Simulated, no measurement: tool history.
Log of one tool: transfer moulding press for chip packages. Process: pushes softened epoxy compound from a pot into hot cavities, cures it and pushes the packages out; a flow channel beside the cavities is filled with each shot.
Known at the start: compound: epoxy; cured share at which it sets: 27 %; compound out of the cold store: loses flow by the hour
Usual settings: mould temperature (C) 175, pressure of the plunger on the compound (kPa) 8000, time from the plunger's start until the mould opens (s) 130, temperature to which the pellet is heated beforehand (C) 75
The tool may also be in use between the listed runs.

run	hour	mould temperature (C)	pressure of the plunger on the compound (kPa)	time from the plunger's start until the mould opens (s)	temperature to which the pellet is heated beforehand (C)	incoming compound's hours out of the cold store	length that the compound runs in the flow channel (mm)	greatest force on the pins that push the packages out (N)
1	0	175	8000	130	75	34.8	795	437
# hour 62.5: cavities cleaned with cleaning compound and waxed
2	63.6	175	8000	130	75	26.2	842	247
3	124.9	175	8000	130	75	27.1	840	467
# hour 159.5: cavities cleaned with cleaning compound and waxed
4	159.5	175	8000	130	76	21.3	865	230
5	203	175	8000	130	76	9.9	923	467
6	235.4	175	8000	130	76	18.6	858	481
# hour 258.4: cavities cleaned with cleaning compound and waxed
7	265.5	175	8000	130	76	43.9	724	298
8	318.9	175	8000	137	76	19.6	840	465
# hour 356.8: cavities cleaned with cleaning compound and waxed
9	360.5	175	8000	137	76	46	693	253
# hour 403.9: mould's thermocouples calibrated
10	416.3	175	7070	130	75	11.7	820	468
11	449.1	175	8000	130	75	8	898	504
# hour 456.5: cavities cleaned with cleaning compound and waxed
# hour 474.8: plunger's sealing rings changed
12	515.9	175	8000	130	75	17	924	467
13	551.3	175	8000	120	78	22.2	889	525
# hour 556.3: cavities cleaned with cleaning compound and waxed
14	579.9	175	7480	132	74	27.9	818	380
15	607.1	175	8000	130	67	15.5	919	470
16	636.1	180	6550	130	75	14.2	820	463
# hour 655.9: cavities cleaned with cleaning compound and waxed
17	685.1	180	6550	140	75	24.7	764	367
18	712	180	6550	140	80	11.2	843	442
# hour 753.6: cavities cleaned with cleaning compound and waxed
# hour 771: mould's thermocouples calibrated, once more
19	779.7	181	8450	140	83	21.8	868	372
20	812.6	168	9520	140	80	45.3	806	609
# hour 851.9: cavities cleaned with cleaning compound and waxed
21	870.7	170	9520	130	80	33.8	859	463

4 ways to go on from here, each from the tool as it stands after run 21. What would each give?
A	909.1	173	9520	130	80	23.5	?	?
B	909.1	168	9520	130	80	13.2	?	?
C	909.1	170	8060	130	80	41.2	?	?
D	909.1	180	7250	138	75	28.5	?	?

run	length that the compound runs in the flow channel (mm)	greatest force on the pins that push the packages out (N)
A	902	534
B	987	743
C	743	607
D	757	430
Without the tool's hidden state the same runs would have given:
run	length that the compound runs in the flow channel (mm)	greatest force on the pins that push the packages out (N)
A	983	260
B	1075	370
C	809	301
D	824	204

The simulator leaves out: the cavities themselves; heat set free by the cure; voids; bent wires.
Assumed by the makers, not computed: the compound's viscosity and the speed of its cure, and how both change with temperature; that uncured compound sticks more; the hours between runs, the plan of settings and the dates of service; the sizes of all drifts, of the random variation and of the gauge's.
